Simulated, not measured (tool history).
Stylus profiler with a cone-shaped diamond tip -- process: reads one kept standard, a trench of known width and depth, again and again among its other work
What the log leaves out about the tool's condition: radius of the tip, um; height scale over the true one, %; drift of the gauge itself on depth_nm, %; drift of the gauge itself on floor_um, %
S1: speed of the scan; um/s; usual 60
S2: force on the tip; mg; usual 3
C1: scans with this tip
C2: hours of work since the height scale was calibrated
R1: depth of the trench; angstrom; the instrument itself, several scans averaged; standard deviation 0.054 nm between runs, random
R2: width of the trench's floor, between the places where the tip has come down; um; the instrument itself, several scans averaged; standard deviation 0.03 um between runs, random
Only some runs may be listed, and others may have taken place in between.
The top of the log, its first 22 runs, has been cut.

run	hour	S1	S2	C1	C2	R1	R2
23	747	172	2.14	6155	414	2012.5	16.49
# hour 750.5: height scale calibrated on a step standard
24	767	153	4.87	6372	12	2020.8	16.86
25	794.8	167	1.87	6682	33	2010.4	16.32
26	823.4	57	6.93	7001	55	2027.9	17.21
27	847	27	1.8	7264	72	2009.5	17.22
# hour 855.2: height scale calibrated on a step standard, once more
28	867.6	27	1.8	7487	9	2013.5	17.2
29	891.7	27	1.8	7755	27	2011.5	17.14
30	930	144	5.97	8182	56	2027.9	16.83
31	965.5	76	7.07	8577	83	2030.6	17.09
32	998.1	76	7.07	8941	107	2030.3	16.97
33	1029.3	236	1.1	9287	131	2008.4	15.31
34	1052.8	16	3.56	9549	148	2018.8	17.14
35	1088.9	48	1.74	9951	175	2010.6	16.84
36	1120.1	48	1.74	10298	199	2012	16.84
37	1143.5	48	1.74	10560	216	2010.8	16.8
38	1169.8	48	1.74	10852	236	2011.3	16.79
39	1197.9	55	1.77	11165	257	2009.5	16.79
40	1240.5	79	2.55	11640	289	2013.9	16.62
41	1266.1	79	1.15	11925	308	2006.3	16.39
42	1306.8	79	1.15	12378	339	2007.8	16.35
43	1342.1	72	4.24	12771	365	2019.9	16.64
44	1376.4	156	3.27	13153	391	2015.9	16.22
45	1400.8	16	1.71	13424	409	2009.8	16.83

Branching from run 45: 5 alternative next runs. What would each branch give?
A	1430.5	16	1.07	13755	431	?	?
B	1430.5	136	8.29	13755	431	?	?
C	1430.5	84	4.58	13755	431	?	?
D	1430.5	60	2.38	13755	431	?	?
E	1430.5	117	5.93	13755	431	?	?

run	R1	R2
A	2006.6	16.72
B	2031.3	16.52
C	2021.1	16.61
D	2012.9	16.56
E	2024.9	16.52
What these runs would have given with no unlogged condition in the tool:
run	R1	R2
A	2009.7	17.86
B	2034.4	17.65
C	2024.2	17.74
D	2016	17.7
E	2028	17.65
